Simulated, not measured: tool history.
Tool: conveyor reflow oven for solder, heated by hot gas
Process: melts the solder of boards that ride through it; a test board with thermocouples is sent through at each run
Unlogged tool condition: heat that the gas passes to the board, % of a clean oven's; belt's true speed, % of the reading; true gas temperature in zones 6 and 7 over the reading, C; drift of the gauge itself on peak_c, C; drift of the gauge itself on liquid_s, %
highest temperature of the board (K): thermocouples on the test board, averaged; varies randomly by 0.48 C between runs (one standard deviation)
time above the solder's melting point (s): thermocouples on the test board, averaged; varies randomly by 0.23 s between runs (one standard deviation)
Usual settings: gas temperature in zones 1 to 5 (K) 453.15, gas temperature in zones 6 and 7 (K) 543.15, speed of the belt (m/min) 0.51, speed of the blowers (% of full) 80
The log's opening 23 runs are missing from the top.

| run | hour | gas temperature in zones 1 to 5 (K) | gas temperature in zones 6 and 7 (K) | speed of the belt (m/min) | speed of the blowers (% of full) | hours of work since the flux was cleaned out | hours of work since the belt drive was overhauled | hours of work since the thermocouples were changed | highest temperature of the board (K) | time above the solder's melting point (s) |
|---|---|---|---|---|---|---|---|---|---|---|
| 24 | 383.9 | 453.15 | 543.15 | 0.51 | 84 | 248 | 413 | 581 | 534.75 | 82.1 |
| 25 | 408.1 | 460.15 | 535.15 | 0.598 | 67 | 263 | 429 | 596 | 520.75 | 61.8 |
| 26 | 422.8 | 453.15 | 541.15 | 0.51 | 68 | 273 | 438 | 606 | 528.65 | 77.6 |
| 27 | 438.6 | 458.15 | 541.15 | 0.458 | 89 | 283 | 449 | 616 | 535.75 | 95.2 |
| 28 | 448.9 | 458.15 | 541.15 | 0.458 | 89 | 290 | 455 | 623 | 535.35 | 95 |
| 29 | 466.2 | 458.15 | 552.15 | 0.458 | 89 | 301 | 466 | 634 | 546.25 | 99.9 |
| 30 | 488.3 | 458.15 | 552.15 | 0.458 | 89 | 315 | 481 | 648 | 545.65 | 100 |
| 31 | 509.7 | 458.15 | 552.15 | 0.51 | 76 | 329 | 495 | 662 | 542.15 | 87.7 |

Branching from run 31: 3 alternative next runs. What would each branch give?
| A | 520.9 | 458.15 | 552.15 | 0.446 | 79 | 336 | 502 | 669 | ? | ? |
| B | 520.9 | 458.15 | 546.15 | 0.546 | 72 | 336 | 502 | 669 | ? | ? |
| C | 520.9 | 453.15 | 552.15 | 0.461 | 67 | 336 | 502 | 669 | ? | ? |

| run | highest temperature of the board (K) | time above the solder's melting point (s) |
|---|---|---|
| A | 544.65 | 102.1 |
| B | 533.35 | 77.6 |
| C | 541.85 | 94.8 |
The same runs, with their run-to-run variation unchanged, on a tool lacking any hidden condition would have given:
| run | highest temperature of the board (K) | time above the solder's melting point (s) |
|---|---|---|
| A | 544.85 | 102.1 |
| B | 533.55 | 77.7 |
| C | 542.05 | 94.9 |
